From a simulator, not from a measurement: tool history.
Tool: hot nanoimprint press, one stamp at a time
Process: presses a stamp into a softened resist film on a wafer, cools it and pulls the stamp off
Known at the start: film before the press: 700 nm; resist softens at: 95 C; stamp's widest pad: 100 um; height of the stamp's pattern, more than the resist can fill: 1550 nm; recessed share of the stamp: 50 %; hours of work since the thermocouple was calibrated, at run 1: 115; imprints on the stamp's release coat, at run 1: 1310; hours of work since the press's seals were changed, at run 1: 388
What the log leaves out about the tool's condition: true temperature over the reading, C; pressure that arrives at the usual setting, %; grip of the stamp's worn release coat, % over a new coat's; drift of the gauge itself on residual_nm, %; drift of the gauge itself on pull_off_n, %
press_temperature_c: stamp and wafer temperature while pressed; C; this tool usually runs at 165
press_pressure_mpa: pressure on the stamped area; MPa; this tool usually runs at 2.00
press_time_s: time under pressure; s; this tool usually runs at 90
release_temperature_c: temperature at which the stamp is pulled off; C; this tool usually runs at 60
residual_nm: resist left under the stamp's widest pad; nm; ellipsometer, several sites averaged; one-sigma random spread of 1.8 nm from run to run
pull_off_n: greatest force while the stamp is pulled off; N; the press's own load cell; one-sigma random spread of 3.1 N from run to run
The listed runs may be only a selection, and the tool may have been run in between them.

| run | day | press_temperature_c | press_pressure_mpa | press_time_s | release_temperature_c | hours of work since the thermocouple was calibrated | imprints on the stamp's release coat | hours of work since the press's seals were changed | residual_nm | pull_off_n |
|---|---|---|---|---|---|---|---|---|---|---|
| 1 | 0.000 | 165 | 2.00 | 90 | 60 | 115 | 1310 | 388 | 294.8 | 160 |
| 2 | 0.354 | 165 | 2.00 | 90 | 60 | 119 | 1328 | 392 | 295.6 | 161 |
| 3 | 0.821 | 165 | 2.00 | 90 | 60 | 125 | 1351 | 398 | 297.7 | 160 |
| 4 | 1.608 | 165 | 2.00 | 90 | 60 | 135 | 1389 | 408 | 293.8 | 162 |
| 5 | 2.183 | 165 | 2.00 | 90 | 60 | 142 | 1418 | 415 | 294.2 | 164 |
| 6 | 2.900 | 165 | 2.00 | 90 | 60 | 151 | 1453 | 424 | 295.4 | 159 |
| 7 | 3.354 | 165 | 2.00 | 90 | 60 | 157 | 1475 | 430 | 295.0 | 160 |
| 8 | 4.096 | 165 | 2.00 | 90 | 60 | 166 | 1512 | 439 | 292.3 | 160 |
| 9 | 4.454 | 165 | 2.99 | 90 | 60 | 170 | 1529 | 443 | 241.7 | 160 |
| 10 | 4.921 | 165 | 2.99 | 90 | 60 | 176 | 1552 | 449 | 241.5 | 164 |
| 11 | 5.346 | 165 | 2.99 | 90 | 60 | 181 | 1573 | 454 | 238.7 | 157 |
| 12 | 5.838 | 165 | 2.00 | 90 | 60 | 188 | 1597 | 461 | 293.1 | 159 |
| 13 | 6.562 | 165 | 2.00 | 90 | 60 | 197 | 1633 | 470 | 289.7 | 162 |
| 14 | 7.246 | 165 | 1.61 | 90 | 60 | 205 | 1667 | 478 | 324.2 | 161 |
| 15 | 7.979 | 169 | 2.00 | 90 | 48 | 214 | 1703 | 487 | 253.6 | 202 |
| 16 | 8.458 | 163 | 1.27 | 90 | 48 | 220 | 1726 | 493 | 386.0 | 212 |
| 17 | 8.796 | 167 | 2.00 | 90 | 60 | 224 | 1743 | 497 | 268.8 | 158 |
| 18 | 9.408 | 153 | 2.00 | 90 | 60 | 232 | 1773 | 505 | 445.4 | 163 |
| 19 | 10.133 | 162 | 1.91 | 103 | 60 | 241 | 1809 | 514 | 316.1 | 164 |
| 20 | 10.871 | 162 | 1.91 | 103 | 60 | 250 | 1845 | 523 | 317.4 | 163 |
| 21 | 11.542 | 160 | 1.91 | 98 | 60 | 259 | 1878 | 532 | 347.3 | 165 |
| 22 | 12.212 | 153 | 1.91 | 114 | 61 | 267 | 1911 | 540 | 426.1 | 153 |
| 23 | 12.771 | 165 | 1.44 | 90 | 60 | 274 | 1938 | 547 | 337.1 | 163 |
| 24 | 13.221 | 165 | 1.44 | 90 | 60 | 280 | 1960 | 553 | 337.8 | 160 |
| 25 | 13.871 | 165 | 1.44 | 90 | 46 | 288 | 1992 | 561 | 332.9 | 223 |
| 26 | 14.325 | 165 | 1.44 | 90 | 46 | 293 | 2015 | 566 | 335.8 | 214 |

Below are 3 alternative next runs, each starting from the tool's condition after run 26. Predict each:
| A | 15.054 | 165 | 2.50 | 56 | 49 | 303 | 2051 | 575 | ? | ? |
| B | 15.054 | 165 | 3.06 | 90 | 46 | 303 | 2051 | 575 | ? | ? |
| C | 15.054 | 162 | 1.44 | 53 | 52 | 303 | 2051 | 575 | ? | ? |

| run | residual_nm | pull_off_n |
|---|---|---|
| A | 309.9 | 203 |
| B | 235.0 | 212 |
| C | 439.9 | 193 |
With no hidden state in the tool, these same runs would have given:
| run | residual_nm | pull_off_n |
|---|---|---|
| A | 315.0 | 183 |
| B | 237.8 | 191 |
| C | 449.4 | 173 |
